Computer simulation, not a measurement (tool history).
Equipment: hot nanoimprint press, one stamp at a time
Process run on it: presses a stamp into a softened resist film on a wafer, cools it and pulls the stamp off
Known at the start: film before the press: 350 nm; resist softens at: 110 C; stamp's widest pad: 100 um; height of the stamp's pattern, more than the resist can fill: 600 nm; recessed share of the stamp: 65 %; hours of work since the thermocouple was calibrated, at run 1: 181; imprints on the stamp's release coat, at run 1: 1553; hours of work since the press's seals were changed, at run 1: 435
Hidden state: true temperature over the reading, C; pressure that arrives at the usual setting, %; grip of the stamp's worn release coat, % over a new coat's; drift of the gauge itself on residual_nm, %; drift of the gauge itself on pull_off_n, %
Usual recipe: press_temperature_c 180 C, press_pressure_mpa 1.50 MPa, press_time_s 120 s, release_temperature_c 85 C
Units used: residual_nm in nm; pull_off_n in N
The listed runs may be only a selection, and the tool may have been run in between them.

run	hour	press_temperature_c	press_pressure_mpa	press_time_s	release_temperature_c	hours of work since the thermocouple was calibrated	imprints on the stamp's release coat	hours of work since the press's seals were changed	residual_nm	pull_off_n
1	0.0	180	1.50	120	85	181	1553	435	162.3	141
2	60.6	180	1.50	120	85	208	1639	462	162.3	139
3	108.0	180	1.50	120	85	229	1707	484	162.0	150
4	147.4	180	1.50	120	85	247	1763	502	162.1	149
5	179.3	180	1.50	120	85	261	1809	516	162.1	146
# hour 238.0: stamp cleaned and given a new release coat
6	238.0	180	1.50	120	85	285	0	540	161.7	107
7	307.9	180	1.65	120	85	317	99	571	154.7	112
8	348.0	180	1.65	120	85	335	157	589	154.6	112
9	386.0	180	1.65	120	85	352	211	607	154.4	112
10	438.9	180	1.65	120	85	376	287	631	154.2	117
# hour 460.6: plate thermocouple calibrated
# hour 498.6: press's hydraulic seals changed and the load cell set to zero
11	521.7	180	1.65	120	85	24	390	10	157.0	117
12	587.4	180	1.65	120	85	54	484	40	157.4	112
13	626.1	179	1.34	148	90	71	539	58	165.7	119
14	662.6	177	1.94	138	74	88	591	74	156.1	130
15	723.9	177	1.94	138	74	115	679	102	156.2	135
16	761.4	180	1.50	71	85	132	733	119	196.2	124
17	799.1	179	2.35	79	83	149	787	136	162.6	130
18	863.9	179	2.35	132	83	178	879	165	133.2	132
19	897.5	180	1.76	120	76	194	927	180	152.0	139
20	940.9	183	1.14	93	72	213	990	200	180.0	140
21	1001.1	191	2.21	93	72	240	1076	227	97.9	145

For run 22, what comes out?
22	1065.5	191	2.21	93	72	270	1168	256	?	?

{"run 22": {"residual_nm": 98.0, "pull_off_n": 155}}
Take away the tool's hidden state, keep the run-to-run variation as it was, and the same run would have given residual_nm 98.1 nm, pull_off_n 125 N.
